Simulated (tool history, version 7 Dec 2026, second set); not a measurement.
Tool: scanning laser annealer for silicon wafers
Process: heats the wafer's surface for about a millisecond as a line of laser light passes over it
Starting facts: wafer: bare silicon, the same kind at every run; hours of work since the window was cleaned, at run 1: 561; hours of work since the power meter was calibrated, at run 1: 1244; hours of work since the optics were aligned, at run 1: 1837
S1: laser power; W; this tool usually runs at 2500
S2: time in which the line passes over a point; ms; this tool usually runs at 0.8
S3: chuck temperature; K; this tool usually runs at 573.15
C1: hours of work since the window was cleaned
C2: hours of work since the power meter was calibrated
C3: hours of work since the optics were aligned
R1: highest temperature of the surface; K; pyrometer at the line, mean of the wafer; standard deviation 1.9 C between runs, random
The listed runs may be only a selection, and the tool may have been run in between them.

{"run": 1, "hour": 0.0, "S1": 2500, "S2": 0.8, "S3": 573.15, "C1": 561, "C2": 1244, "C3": 1837, "R1": 1310.15}
{"run": 2, "hour": 35.1, "S1": 2513, "S2": 0.8, "S3": 573.15, "C1": 584, "C2": 1267, "C3": 1860, "R1": 1312.15}
{"hour": 81.5, "done": "optics aligned, line set to its width"}
{"run": 3, "hour": 81.5, "S1": 2513, "S2": 0.8, "S3": 573.15, "C1": 611, "C2": 1294, "C3": 0, "R1": 1332.15}
{"run": 4, "hour": 106.6, "S1": 2500, "S2": 0.8, "S3": 573.15, "C1": 628, "C2": 1310, "C3": 16, "R1": 1326.15}
{"run": 5, "hour": 133.3, "S1": 2500, "S2": 0.919, "S3": 573.15, "C1": 645, "C2": 1328, "C3": 34, "R1": 1387.15}
{"run": 6, "hour": 182.7, "S1": 2500, "S2": 0.8, "S3": 573.15, "C1": 677, "C2": 1360, "C3": 66, "R1": 1320.15}
{"run": 7, "hour": 221.7, "S1": 2500, "S2": 0.8, "S3": 573.15, "C1": 703, "C2": 1386, "C3": 92, "R1": 1320.15}
{"run": 8, "hour": 253.8, "S1": 2500, "S2": 0.8, "S3": 573.15, "C1": 724, "C2": 1407, "C3": 113, "R1": 1319.15}
{"hour": 294.9, "done": "window over the wafer cleaned"}
{"run": 9, "hour": 302.2, "S1": 2352, "S2": 0.8, "S3": 573.15, "C1": 5, "C2": 1437, "C3": 143, "R1": 1293.15}
{"run": 10, "hour": 352.5, "S1": 2352, "S2": 0.8, "S3": 573.15, "C1": 38, "C2": 1470, "C3": 176, "R1": 1289.15}
{"run": 11, "hour": 382.3, "S1": 2463, "S2": 0.8, "S3": 573.15, "C1": 57, "C2": 1490, "C3": 196, "R1": 1333.15}
{"run": 12, "hour": 432.1, "S1": 2463, "S2": 0.8, "S3": 573.15, "C1": 90, "C2": 1522, "C3": 228, "R1": 1330.15}
{"run": 13, "hour": 474.5, "S1": 2463, "S2": 0.8, "S3": 573.15, "C1": 118, "C2": 1550, "C3": 256, "R1": 1326.15}
{"run": 14, "hour": 517.4, "S1": 2587, "S2": 0.8, "S3": 573.15, "C1": 146, "C2": 1578, "C3": 284, "R1": 1374.15}
{"run": 15, "hour": 542.6, "S1": 2587, "S2": 0.8, "S3": 573.15, "C1": 162, "C2": 1595, "C3": 301, "R1": 1374.15}
{"run": 16, "hour": 564.3, "S1": 2587, "S2": 0.8, "S3": 573.15, "C1": 176, "C2": 1609, "C3": 315, "R1": 1373.15}
{"run": 17, "hour": 607.4, "S1": 2587, "S2": 0.8, "S3": 573.15, "C1": 205, "C2": 1637, "C3": 343, "R1": 1367.15}
{"run": 18, "hour": 642.1, "S1": 2500, "S2": 0.8, "S3": 573.15, "C1": 227, "C2": 1660, "C3": 366, "R1": 1334.15}
{"run": 19, "hour": 675.0, "S1": 2500, "S2": 0.8, "S3": 592.15, "C1": 249, "C2": 1681, "C3": 387, "R1": 1352.15}
{"run": 20, "hour": 715.9, "S1": 2500, "S2": 0.8, "S3": 592.15, "C1": 276, "C2": 1708, "C3": 414, "R1": 1351.15}
{"run": 21, "hour": 742.6, "S1": 2500, "S2": 0.8, "S3": 592.15, "C1": 293, "C2": 1726, "C3": 431, "R1": 1350.15}
{"run": 22, "hour": 791.0, "S1": 2500, "S2": 0.998, "S3": 573.15, "C1": 325, "C2": 1757, "C3": 463, "R1": 1434.15}
{"run": 23, "hour": 835.1, "S1": 2500, "S2": 0.635, "S3": 573.15, "C1": 354, "C2": 1786, "C3": 492, "R1": 1230.15}
{"run": 24, "hour": 876.9, "S1": 2154, "S2": 0.806, "S3": 552.15, "C1": 381, "C2": 1813, "C3": 519, "R1": 1175.15}
{"run": 25, "hour": 920.9, "S1": 2263, "S2": 0.806, "S3": 552.15, "C1": 410, "C2": 1842, "C3": 548, "R1": 1215.15}
{"run": 26, "hour": 958.9, "S1": 2699, "S2": 0.721, "S3": 552.15, "C1": 435, "C2": 1867, "C3": 573, "R1": 1328.15}
{"run": 27, "hour": 1010.6, "S1": 2225, "S2": 0.721, "S3": 552.15, "C1": 468, "C2": 1901, "C3": 607, "R1": 1156.15}
{"run": 28, "hour": 1039.3, "S1": 2171, "S2": 0.888, "S3": 571.15, "C1": 487, "C2": 1920, "C3": 626, "R1": 1235.15}
{"run": 29, "hour": 1078.6, "S1": 2223, "S2": 0.888, "S3": 571.15, "C1": 513, "C2": 1945, "C3": 651, "R1": 1253.15}
{"run": 30, "hour": 1114.2, "S1": 2520, "S2": 0.8, "S3": 602.15, "C1": 536, "C2": 1969, "C3": 675, "R1": 1347.15}
{"run": 31, "hour": 1153.5, "S1": 2500, "S2": 0.8, "S3": 575.15, "C1": 562, "C2": 1995, "C3": 700, "R1": 1315.15}
{"run": 32, "hour": 1186.8, "S1": 2500, "S2": 0.8, "S3": 575.15, "C1": 584, "C2": 2016, "C3": 722, "R1": 1313.15}
{"run": 33, "hour": 1233.9, "S1": 2584, "S2": 0.903, "S3": 597.15, "C1": 615, "C2": 2047, "C3": 753, "R1": 1423.15}
{"run": 34, "hour": 1279.9, "S1": 2500, "S2": 0.827, "S3": 606.15, "C1": 645, "C2": 2077, "C3": 783, "R1": 1351.15}
{"run": 35, "hour": 1324.3, "S1": 2500, "S2": 0.827, "S3": 606.15, "C1": 674, "C2": 2106, "C3": 812, "R1": 1353.15}
{"run": 36, "hour": 1356.7, "S1": 2462, "S2": 0.827, "S3": 570.15, "C1": 695, "C2": 2127, "C3": 833, "R1": 1302.15}
{"run": 37, "hour": 1395.9, "S1": 2500, "S2": 0.8, "S3": 559.15, "C1": 721, "C2": 2153, "C3": 859, "R1": 1290.15}
{"run": 38, "hour": 1426.9, "S1": 2677, "S2": 0.8, "S3": 542.15, "C1": 741, "C2": 2173, "C3": 879, "R1": 1338.15}
{"hour": 1440.2, "done": "window over the wafer cleaned"}
{"run": 39, "hour": 1466.9, "S1": 2677, "S2": 0.8, "S3": 542.15, "C1": 18, "C2": 2198, "C3": 904, "R1": 1376.15}
{"run": 40, "hour": 1488.1, "S1": 2500, "S2": 0.645, "S3": 557.15, "C1": 31, "C2": 2212, "C3": 918, "R1": 1223.15}

Each row is a separate what-if for the run after 40, all from the same tool condition, not one after another. Results?
{"run": "A", "hour": 1525.5, "S1": 2732, "S2": 0.8, "S3": 564.15, "C1": 56, "C2": 2237, "C3": 943, "R1": "?"}
{"run": "B", "hour": 1525.5, "S1": 2349, "S2": 0.8, "S3": 557.15, "C1": 56, "C2": 2237, "C3": 943, "R1": "?"}
{"run": "C", "hour": 1525.5, "S1": 2489, "S2": 0.818, "S3": 545.15, "C1": 56, "C2": 2237, "C3": 943, "R1": "?"}

run=A R1=1418.15
run=B R1=1259.15
run=C R1=1307.15
With no hidden state in the tool, these same runs would have given:
run=A R1=1456.15
run=B R1=1290.15
run=C R1=1341.15
